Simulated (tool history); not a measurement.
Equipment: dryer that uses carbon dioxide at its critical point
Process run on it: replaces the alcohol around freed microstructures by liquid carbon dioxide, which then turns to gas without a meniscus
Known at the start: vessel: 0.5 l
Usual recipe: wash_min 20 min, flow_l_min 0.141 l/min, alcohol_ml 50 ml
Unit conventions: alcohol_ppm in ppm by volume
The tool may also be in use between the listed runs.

run	hour	wash_min	flow_l_min	alcohol_ml	alcohol_ppm
1	0	20	0.141	50	838
2	41.4	20	0.141	50	850
3	61.1	20	0.141	50	844
4	83.9	20	0.141	50	903
5	130.7	20	0.141	50	914
6	174.1	20	0.141	101	1705
7	216.4	20	0.141	101	1687
8	264.2	20	0.141	82	1417
9	305	32	0.141	50	248
10	342.7	32	0.141	50	261
11	368.1	32	0.141	50	247
12	396.7	32	0.141	50	265
13	431.5	20	0.141	50	804
14	479.5	20	0.141	50	838
15	521.1	20	0.141	50	856
16	561.2	20	0.141	50	611
17	591.2	27	0.141	50	105
18	632.4	27	0.141	50	118
19	655.1	27	0.141	50	133
20	695.1	16	0.226	63	217
21	729	31	0.226	63	47
22	769.2	14	0.098	39	6976
23	792.4	19	0.166	28	251
24	828.5	32	0.166	80	67
25	849	28	0.095	61	1232
26	872.3	13	0.168	58	2440
27	908.7	29	0.165	21	83
28	955.4	29	0.165	21	85
29	989.6	30	0.165	21	99
30	1013.3	29	0.141	39	151
31	1058.3	12	0.141	68	7292
32	1091.2	23	0.17	30	155
33	1128.7	32	0.141	51	146
34	1171.1	22	0.179	111	255
35	1201.4	22	0.179	111	265

Between the runs listed above, the log contained 3 entries, not reproduced here. Where in the sequence does each belong, and how does what the log doesn't record of the tool's condition differ from the listed run before to the listed run after?
Logged between run 8 and run 9: inlet filter changed (hour 274.3)
  flow that reaches the vessel past the clogged filter, %: 94 -> 99.6; alcohol in the recycled carbon dioxide, ppm: 210.1 -> 217
  what was measured, less what the result would be without the hidden state, alcohol_ppm: +531 -> +218 ppm by volume
Logged between run 15 and run 16: purifier's bed changed (hour 542.9)
  flow that reaches the vessel past the clogged filter, %: 98.2 -> 97.9; alcohol in the recycled carbon dioxide, ppm: 253 -> 9.5
  what was measured, less what the result would be without the hidden state, alcohol_ppm: +302 -> +68 ppm by volume
Logged between run 33 and run 34: inlet filter changed (hour 1136.8)
  flow that reaches the vessel past the clogged filter, %: 94 -> 99.7; alcohol in the recycled carbon dioxide, ppm: 106.3 -> 113.6
  what was measured, less what the result would be without the hidden state, alcohol_ppm: +116 -> +110 ppm by volume

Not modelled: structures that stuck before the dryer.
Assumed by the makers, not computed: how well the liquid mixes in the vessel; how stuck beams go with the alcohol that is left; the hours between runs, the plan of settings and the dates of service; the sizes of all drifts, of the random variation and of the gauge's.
